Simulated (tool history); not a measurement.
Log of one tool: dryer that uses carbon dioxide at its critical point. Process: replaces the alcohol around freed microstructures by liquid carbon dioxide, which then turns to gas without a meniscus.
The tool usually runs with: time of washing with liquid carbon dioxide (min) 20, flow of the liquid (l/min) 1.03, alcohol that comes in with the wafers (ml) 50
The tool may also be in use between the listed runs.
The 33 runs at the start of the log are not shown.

| run | hour | time of washing with liquid carbon dioxide (min) | flow of the liquid (l/min) | alcohol that comes in with the wafers (ml) | hours of work since the filter was changed | hours of work since the purifier's bed was changed | alcohol left in the vessel before it's heated (ppm by volume) |
|---|---|---|---|---|---|---|---|
| 34 | 869.4 | 20 | 1.68 | 50 | 461 | 427 | 95 |
| 35 | 907.4 | 20 | 0.94 | 50 | 474 | 440 | 459 |
| 36 | 928.7 | 20 | 0.88 | 114 | 481 | 448 | 1144 |
| 37 | 955.6 | 20 | 0.88 | 80 | 490 | 457 | 842 |
| 38 | 981.2 | 20 | 0.88 | 80 | 499 | 466 | 828 |
| 39 | 1019 | 20 | 0.88 | 80 | 512 | 479 | 883 |
| 40 | 1052.9 | 17 | 1.03 | 85 | 524 | 490 | 916 |
|  | 1056.4 | inlet filter changed |
| 41 | 1085.8 | 26 | 1.03 | 54 | 10 | 501 | 129 |
| 42 | 1120.1 | 16 | 1.03 | 42 | 22 | 513 | 399 |
| 43 | 1143.2 | 29 | 1.03 | 42 | 30 | 521 | 109 |
| 44 | 1168 | 29 | 1.03 | 42 | 38 | 530 | 106 |
| 45 | 1183.6 | 16 | 1.23 | 24 | 44 | 535 | 176 |
| 46 | 1200.1 | 18 | 1.24 | 77 | 49 | 541 | 255 |
| 47 | 1221.7 | 15 | 1.51 | 77 | 57 | 548 | 246 |

Below are 3 alternative next runs, each starting from the tool's condition after run 47. Predict each:
|  | 1229.2 | purifier's bed changed |
| A | 1256.7 | 14 | 1.15 | 50 | 68 | 9 | ? |
|  | 1229.2 | purifier's bed changed |
| B | 1256.7 | 15 | 1.57 | 79 | 68 | 9 | ? |
|  | 1229.2 | purifier's bed changed |
| C | 1256.7 | 20 | 1.03 | 24 | 68 | 9 | ? |

| run | alcohol left in the vessel before it's heated (ppm by volume) |
|---|---|
| A | 449 |
| B | 158 |
| C | 83 |
Stripped of hidden state, with their random variation kept, the same runs would have yielded:
| run | alcohol left in the vessel before it's heated (ppm by volume) |
|---|---|
| A | 417 |
| B | 143 |
| C | 73 |
